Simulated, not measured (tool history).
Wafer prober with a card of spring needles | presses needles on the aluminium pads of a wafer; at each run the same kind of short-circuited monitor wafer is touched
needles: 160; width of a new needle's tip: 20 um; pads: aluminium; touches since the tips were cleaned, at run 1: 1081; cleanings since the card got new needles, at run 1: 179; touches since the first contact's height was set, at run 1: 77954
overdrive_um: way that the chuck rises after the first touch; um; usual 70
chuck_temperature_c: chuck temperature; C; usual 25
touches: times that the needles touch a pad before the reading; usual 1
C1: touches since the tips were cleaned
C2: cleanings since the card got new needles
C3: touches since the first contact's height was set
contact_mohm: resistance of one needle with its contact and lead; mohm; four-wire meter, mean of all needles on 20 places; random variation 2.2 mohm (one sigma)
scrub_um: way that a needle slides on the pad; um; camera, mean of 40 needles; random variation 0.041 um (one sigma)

run 1 day=0 | overdrive_um=70 chuck_temperature_c=25 touches=1 | C1=1081 C2=179 C3=77954 | contact_mohm=404 scrub_um=11.65
-- day=0.071 tips cleaned on abrasive film
-- day=0.242 tips cleaned on abrasive film
-- day=0.383 tips cleaned on abrasive film
-- day=0.554 tips cleaned on abrasive film
-- day=0.725 tips cleaned on abrasive film
-- day=0.862 tips cleaned on abrasive film
run 2 day=0.979 | overdrive_um=70 chuck_temperature_c=25 touches=1 | C1=1481 C2=185 C3=90112 | contact_mohm=498 scrub_um=11.44
-- day=1.017 tips cleaned on abrasive film
-- day=1.154 tips cleaned on abrasive film
-- day=1.329 tips cleaned on abrasive film
-- day=1.467 tips cleaned on abrasive film
-- day=1.638 tips cleaned on abrasive film
-- day=1.808 tips cleaned on abrasive film
run 3 day=1.833 | overdrive_um=70 chuck_temperature_c=25 touches=1 | C1=295 C2=191 C3=100657 | contact_mohm=327 scrub_um=11.39
-- day=1.971 tips cleaned on abrasive film
-- day=2.108 tips cleaned on abrasive film
-- day=2.283 tips cleaned on abrasive film
-- day=2.421 tips cleaned on abrasive film
-- day=2.592 tips cleaned on abrasive film
-- day=2.762 tips cleaned on abrasive film
-- day=3.262 card fitted with new needles
-- day=3.438 tips cleaned on abrasive film
run 4 day=3.504 | overdrive_um=70 chuck_temperature_c=25 touches=1 | C1=876 C2=1 C3=3010 | contact_mohm=346 scrub_um=12.1
-- day=3.575 tips cleaned on abrasive film
-- day=3.717 tips cleaned on abrasive film
-- day=3.888 tips cleaned on abrasive film
-- day=4.025 tips cleaned on abrasive film
-- day=4.196 tips cleaned on abrasive film
-- day=4.371 tips cleaned on abrasive film
-- day=4.542 tips cleaned on abrasive film
-- day=4.712 tips cleaned on abrasive film
-- day=4.883 tips cleaned on abrasive film
-- day=5.046 tips cleaned on abrasive film
run 5 day=5.046 | overdrive_um=70 chuck_temperature_c=25 touches=1 | C1=0 C2=11 C3=22132 | contact_mohm=266 scrub_um=12.01
-- day=5.188 tips cleaned on abrasive film
-- day=5.358 tips cleaned on abrasive film
-- day=5.529 tips cleaned on abrasive film
-- day=5.7 tips cleaned on abrasive film
-- day=5.875 tips cleaned on abrasive film
-- day=6.046 tips cleaned on abrasive film
-- day=6.217 tips cleaned on abrasive film
-- day=6.354 tips cleaned on abrasive film
run 6 day=6.408 | overdrive_um=70 chuck_temperature_c=25 touches=1 | C1=671 C2=19 C3=39033 | contact_mohm=329 scrub_um=11.9
-- day=6.512 tips cleaned on abrasive film
-- day=6.65 tips cleaned on abrasive film
-- day=6.825 tips cleaned on abrasive film
-- day=6.896 tips cleaned on abrasive film, once more
-- day=7.033 tips cleaned on abrasive film
-- day=7.204 tips cleaned on abrasive film
-- day=7.375 tips cleaned on abrasive film
run 7 day=7.492 | overdrive_um=70 chuck_temperature_c=25 touches=1 | C1=1481 C2=26 C3=52472 | contact_mohm=382 scrub_um=11.82
-- day=7.529 tips cleaned on abrasive film
-- day=7.671 tips cleaned on abrasive film
-- day=7.842 tips cleaned on abrasive film
-- day=8.012 tips cleaned on abrasive film
-- day=8.15 tips cleaned on abrasive film
run 8 day=8.246 | overdrive_um=70 chuck_temperature_c=25 touches=1 | C1=1182 C2=31 C3=61769 | contact_mohm=378 scrub_um=11.83
-- day=8.317 tips cleaned on abrasive film
-- day=8.454 tips cleaned on abrasive film
-- day=8.625 tips cleaned on abrasive film
-- day=8.796 tips cleaned on abrasive film
-- day=8.938 tips cleaned on abrasive film
run 9 day=9.042 | overdrive_um=70 chuck_temperature_c=25 touches=1 | C1=1322 C2=36 C3=71632 | contact_mohm=386 scrub_um=11.77
-- day=9.079 tips cleaned on abrasive film
-- day=9.25 tips cleaned on abrasive film
-- day=9.421 tips cleaned on abrasive film
-- day=9.592 tips cleaned on abrasive film
-- day=9.767 tips cleaned on abrasive film
-- day=9.938 tips cleaned on abrasive film
-- day=10.108 tips cleaned on abrasive film
-- day=10.279 tips cleaned on abrasive film
-- day=10.454 tips cleaned on abrasive film
run 10 day=10.508 | overdrive_um=70 chuck_temperature_c=25 touches=1 | C1=725 C2=45 C3=89869 | contact_mohm=339 scrub_um=11.54
-- day=10.612 tips cleaned on abrasive film
-- day=10.788 tips cleaned on abrasive film
-- day=10.925 tips cleaned on abrasive film
-- day=11.096 tips cleaned on abrasive film
-- day=11.267 tips cleaned on abrasive film
-- day=11.408 tips cleaned on abrasive film
-- day=11.579 tips cleaned on abrasive film
-- day=11.717 tips cleaned on abrasive film
run 11 day=11.838 | overdrive_um=70 chuck_temperature_c=25 touches=1 | C1=1549 C2=53 C3=106366 | contact_mohm=420 scrub_um=11.52
-- day=11.875 tips cleaned on abrasive film
-- day=12.017 tips cleaned on abrasive film
-- day=12.188 tips cleaned on abrasive film
-- day=12.358 tips cleaned on abrasive film
-- day=12.504 tips cleaned on abrasive film
run 12 day=12.504 | overdrive_um=84 chuck_temperature_c=25 touches=1 | C1=0 C2=58 C3=114582 | contact_mohm=256 scrub_um=13.88
-- day=12.642 tips cleaned on abrasive film
-- day=12.817 tips cleaned on abrasive film
-- day=12.954 tips cleaned on abrasive film
-- day=13.125 tips cleaned on abrasive film
run 13 day=13.138 | overdrive_um=84 chuck_temperature_c=25 touches=1 | C1=153 C2=62 C3=122424 | contact_mohm=267 scrub_um=13.82
-- day=13.275 tips cleaned on abrasive film
-- day=13.412 tips cleaned on abrasive film
-- day=13.588 tips cleaned on abrasive film
-- day=13.725 tips cleaned on abrasive film
run 14 day=13.8 | overdrive_um=84 chuck_temperature_c=25 touches=1 | C1=962 C2=66 C3=130646 | contact_mohm=339 scrub_um=13.77
-- day=13.871 tips cleaned on abrasive film
-- day=14.042 tips cleaned on abrasive film
-- day=14.179 tips cleaned on abrasive film
-- day=14.354 tips cleaned on abrasive film
-- day=14.525 tips cleaned on abrasive film
-- day=14.696 tips cleaned on abrasive film
-- day=14.867 tips cleaned on abrasive film
-- day=15.042 tips cleaned on abrasive film
-- day=15.054 height of the first contact set anew
run 15 day=15.092 | overdrive_um=66 chuck_temperature_c=56 touches=2 | C1=471 C2=74 C3=471 | contact_mohm=307 scrub_um=11.45
-- day=15.196 tips cleaned on abrasive film
-- day=15.367 tips cleaned on abrasive film
-- day=15.538 tips cleaned on abrasive film
-- day=15.679 tips cleaned on abrasive film
-- day=15.85 tips cleaned on abrasive film
run 16 day=15.942 | overdrive_um=60 chuck_temperature_c=40 touches=2 | C1=1189 C2=79 C3=11060 | contact_mohm=354 scrub_um=10.35
-- day=16.012 tips cleaned on abrasive film
-- day=16.15 tips cleaned on abrasive film
-- day=16.325 tips cleaned on abrasive film
-- day=16.496 tips cleaned on abrasive film
-- day=16.667 tips cleaned on abrasive film
run 17 day=16.738 | overdrive_um=70 chuck_temperature_c=103 touches=2 | C1=889 C2=84 C3=20917 | contact_mohm=332 scrub_um=11.96
-- day=16.808 tips cleaned on abrasive film
-- day=16.979 tips cleaned on abrasive film
-- day=17.121 tips cleaned on abrasive film
-- day=17.292 tips cleaned on abrasive film
-- day=17.429 tips cleaned on abrasive film
-- day=17.6 tips cleaned on abrasive film
-- day=17.738 tips cleaned on abrasive film
-- day=17.912 tips cleaned on abrasive film
-- day=18.083 tips cleaned on abrasive film
run 18 day=18.183 | overdrive_um=65 chuck_temperature_c=25 touches=1 | C1=1259 C2=93 C3=38833 | contact_mohm=404 scrub_um=11.03
-- day=18.254 tips cleaned on abrasive film
-- day=18.425 tips cleaned on abrasive film
-- day=18.596 tips cleaned on abrasive film
-- day=18.771 tips cleaned on abrasive film
-- day=18.942 tips cleaned on abrasive film
-- day=19.079 tips cleaned on abrasive film
-- day=19.25 tips cleaned on abrasive film
run 19 day=19.254 | overdrive_um=75 chuck_temperature_c=97 touches=3 | C1=34 C2=100 C3=52106 | contact_mohm=280 scrub_um=12.71
-- day=19.392 tips cleaned on abrasive film
-- day=19.529 tips cleaned on abrasive film
-- day=19.704 tips cleaned on abrasive film
-- day=19.842 tips cleaned on abrasive film
-- day=19.979 tips cleaned on abrasive film
run 20 day=20.096 | overdrive_um=51 chuck_temperature_c=25 touches=2 | C1=1491 C2=105 C3=62566 | contact_mohm=439 scrub_um=8.43
-- day=20.133 tips cleaned on abrasive film
-- day=20.304 tips cleaned on abrasive film
-- day=20.446 tips cleaned on abrasive film
-- day=20.617 tips cleaned on abrasive film
-- day=20.788 tips cleaned on abrasive film
-- day=20.958 tips cleaned on abrasive film
-- day=21.096 tips cleaned on abrasive film
run 21 day=21.125 | overdrive_um=51 chuck_temperature_c=25 touches=2 | C1=362 C2=112 C3=75313 | contact_mohm=347 scrub_um=8.38
-- day=21.267 tips cleaned on abrasive film
-- day=21.404 tips cleaned on abrasive film
-- day=21.575 tips cleaned on abrasive film
-- day=21.712 tips cleaned on abrasive film
run 22 day=21.829 | overdrive_um=71 chuck_temperature_c=50 touches=1 | C1=1489 C2=116 C3=84063 | contact_mohm=427 scrub_um=11.71
-- day=21.867 tips cleaned on abrasive film
-- day=22.004 tips cleaned on abrasive film
-- day=22.179 tips cleaned on abrasive film
-- day=22.317 tips cleaned on abrasive film
-- day=22.488 tips cleaned on abrasive film
run 23 day=22.496 | overdrive_um=71 chuck_temperature_c=50 touches=1 | C1=108 C2=121 C3=92285 | contact_mohm=285 scrub_um=11.77

Forecast each of these 3 alternatives for the next run:
-- day=22.633 tips cleaned on abrasive film
-- day=22.775 tips cleaned on abrasive film
-- day=22.946 tips cleaned on abrasive film
-- day=23.117 tips cleaned on abrasive film
-- day=23.288 tips cleaned on abrasive film
-- day=23.462 tips cleaned on abrasive film
-- day=23.633 tips cleaned on abrasive film
-- day=23.771 tips cleaned on abrasive film
-- day=23.942 tips cleaned on abrasive film
run A day=23.95 | overdrive_um=70 chuck_temperature_c=34 touches=1 | C1=99 C2=130 C3=110322 | contact_mohm=? scrub_um=?
-- day=22.633 tips cleaned on abrasive film
-- day=22.775 tips cleaned on abrasive film
-- day=22.946 tips cleaned on abrasive film
-- day=23.117 tips cleaned on abrasive film
-- day=23.288 tips cleaned on abrasive film
-- day=23.462 tips cleaned on abrasive film
-- day=23.633 tips cleaned on abrasive film
-- day=23.771 tips cleaned on abrasive film
-- day=23.942 tips cleaned on abrasive film
run B day=23.95 | overdrive_um=85 chuck_temperature_c=41 touches=2 | C1=99 C2=130 C3=110322 | contact_mohm=? scrub_um=?
-- day=22.633 tips cleaned on abrasive film
-- day=22.775 tips cleaned on abrasive film
-- day=22.946 tips cleaned on abrasive film
-- day=23.117 tips cleaned on abrasive film
-- day=23.288 tips cleaned on abrasive film
-- day=23.462 tips cleaned on abrasive film
-- day=23.633 tips cleaned on abrasive film
-- day=23.771 tips cleaned on abrasive film
-- day=23.942 tips cleaned on abrasive film
run C day=23.95 | overdrive_um=70 chuck_temperature_c=74 touches=2 | C1=99 C2=130 C3=110322 | contact_mohm=? scrub_um=?

run=A contact_mohm=288 scrub_um=11.46
run=B contact_mohm=266 scrub_um=14.05
run=C contact_mohm=281 scrub_um=11.44
Without the tool's hidden state the same runs would have given:
run=A contact_mohm=254 scrub_um=12.11
run=B contact_mohm=251 scrub_um=14.7
run=C contact_mohm=260 scrub_um=12.09

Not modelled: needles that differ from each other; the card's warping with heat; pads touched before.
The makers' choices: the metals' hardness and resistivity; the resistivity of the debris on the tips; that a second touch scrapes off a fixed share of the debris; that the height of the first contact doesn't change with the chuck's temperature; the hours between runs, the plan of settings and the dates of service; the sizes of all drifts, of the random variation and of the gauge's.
